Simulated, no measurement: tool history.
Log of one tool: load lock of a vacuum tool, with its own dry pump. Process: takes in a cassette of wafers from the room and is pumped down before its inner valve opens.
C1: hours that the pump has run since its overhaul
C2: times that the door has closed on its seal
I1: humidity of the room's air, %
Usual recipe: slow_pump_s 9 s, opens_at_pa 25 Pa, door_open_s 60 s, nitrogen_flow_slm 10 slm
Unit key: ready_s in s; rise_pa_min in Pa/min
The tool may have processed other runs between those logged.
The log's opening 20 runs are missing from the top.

{"run": 21, "hour": 4035.9, "slow_pump_s": 5, "opens_at_pa": 32, "door_open_s": 60, "nitrogen_flow_slm": 10, "C1": 9275, "C2": 26066, "I1": 40.9, "ready_s": 13.6, "rise_pa_min": 0.032}
{"run": 22, "hour": 4296.9, "slow_pump_s": 5, "opens_at_pa": 32, "door_open_s": 60, "nitrogen_flow_slm": 10, "C1": 9536, "C2": 26545, "I1": 46.8, "ready_s": 13.6, "rise_pa_min": 0.036}
{"run": 23, "hour": 4474.9, "slow_pump_s": 6, "opens_at_pa": 29, "door_open_s": 60, "nitrogen_flow_slm": 10, "C1": 9714, "C2": 26872, "I1": 48.3, "ready_s": 14.6, "rise_pa_min": 0.039}
{"run": 24, "hour": 4602.7, "slow_pump_s": 12, "opens_at_pa": 35, "door_open_s": 60, "nitrogen_flow_slm": 10, "C1": 9842, "C2": 27107, "I1": 43.1, "ready_s": 19.6, "rise_pa_min": 0.038}
{"run": 25, "hour": 4826.0, "slow_pump_s": 9, "opens_at_pa": 25, "door_open_s": 40, "nitrogen_flow_slm": 42, "C1": 10066, "C2": 27517, "I1": 47.8, "ready_s": 16.9, "rise_pa_min": 0.02}
{"run": 26, "hour": 5048.3, "slow_pump_s": 9, "opens_at_pa": 21, "door_open_s": 212, "nitrogen_flow_slm": 39, "C1": 10288, "C2": 27926, "I1": 47.1, "ready_s": 17.7, "rise_pa_min": 0.033}
{"run": 27, "hour": 5197.1, "slow_pump_s": 9, "opens_at_pa": 21, "door_open_s": 212, "nitrogen_flow_slm": 39, "C1": 10437, "C2": 28199, "I1": 44.2, "ready_s": 17.6, "rise_pa_min": 0.034}
{"run": 28, "hour": 5378.9, "slow_pump_s": 9, "opens_at_pa": 31, "door_open_s": 212, "nitrogen_flow_slm": 39, "C1": 10618, "C2": 28533, "I1": 43.1, "ready_s": 17.2, "rise_pa_min": 0.03}
{"run": 29, "hour": 5623.8, "slow_pump_s": 9, "opens_at_pa": 36, "door_open_s": 55, "nitrogen_flow_slm": 10, "C1": 10863, "C2": 28983, "I1": 43.8, "ready_s": 17, "rise_pa_min": 0.031}
{"run": 30, "hour": 5747.3, "slow_pump_s": 7, "opens_at_pa": 25, "door_open_s": 60, "nitrogen_flow_slm": 10, "C1": 10987, "C2": 29210, "I1": 41.9, "ready_s": 15.5, "rise_pa_min": 0.033}
{"run": 31, "hour": 5992.1, "slow_pump_s": 4, "opens_at_pa": 40, "door_open_s": 158, "nitrogen_flow_slm": 12, "C1": 11232, "C2": 29659, "I1": 45.6, "ready_s": 12.8, "rise_pa_min": 0.053}
{"run": 32, "hour": 6213.4, "slow_pump_s": 4, "opens_at_pa": 40, "door_open_s": 158, "nitrogen_flow_slm": 12, "C1": 11453, "C2": 30066, "I1": 43.8, "ready_s": 13.3, "rise_pa_min": 0.05}
{"run": 33, "hour": 6475.4, "slow_pump_s": 12, "opens_at_pa": 29, "door_open_s": 158, "nitrogen_flow_slm": 27, "C1": 11715, "C2": 30547, "I1": 45.2, "ready_s": 19.6, "rise_pa_min": 0.033}
{"run": 34, "hour": 6603.2, "slow_pump_s": 12, "opens_at_pa": 31, "door_open_s": 158, "nitrogen_flow_slm": 27, "C1": 11843, "C2": 30782, "I1": 44.7, "ready_s": 19.6, "rise_pa_min": 0.033}
{"run": 35, "hour": 6888.0, "slow_pump_s": 6, "opens_at_pa": 25, "door_open_s": 60, "nitrogen_flow_slm": 8, "C1": 12127, "C2": 31305, "I1": 46, "ready_s": 14.3, "rise_pa_min": 0.037}
{"run": 36, "hour": 7037.2, "slow_pump_s": 6, "opens_at_pa": 25, "door_open_s": 60, "nitrogen_flow_slm": 8, "C1": 12277, "C2": 31579, "I1": 41.5, "ready_s": 14.7, "rise_pa_min": 0.034}
{"run": 37, "hour": 7180.6, "slow_pump_s": 6, "opens_at_pa": 25, "door_open_s": 60, "nitrogen_flow_slm": 26, "C1": 12420, "C2": 31842, "I1": 44, "ready_s": 15, "rise_pa_min": 0.025}

Consider 3 possible next runs. They are alternatives, not a sequence: every one starts from the tool as it was left by run 37. What does each give?
{"run": "A", "hour": 7374.1, "slow_pump_s": 7, "opens_at_pa": 25, "door_open_s": 60, "nitrogen_flow_slm": 30, "C1": 12614, "C2": 32198, "I1": 49.1, "ready_s": "?", "rise_pa_min": "?"}
{"run": "B", "hour": 7374.1, "slow_pump_s": 9, "opens_at_pa": 30, "door_open_s": 141, "nitrogen_flow_slm": 10, "C1": 12614, "C2": 32198, "I1": 43.9, "ready_s": "?", "rise_pa_min": "?"}
{"run": "C", "hour": 7374.1, "slow_pump_s": 5, "opens_at_pa": 26, "door_open_s": 235, "nitrogen_flow_slm": 10, "C1": 12614, "C2": 32198, "I1": 47.3, "ready_s": "?", "rise_pa_min": "?"}

run=A ready_s=15.7 rise_pa_min=0.023
run=B ready_s=17.3 rise_pa_min=0.057
run=C ready_s=14.2 rise_pa_min=0.068
The same runs, with their run-to-run variation unchanged, on a tool lacking any hidden condition would have given:
run=A ready_s=15.7 rise_pa_min=0.022
run=B ready_s=17.3 rise_pa_min=0.057
run=C ready_s=14.2 rise_pa_min=0.068
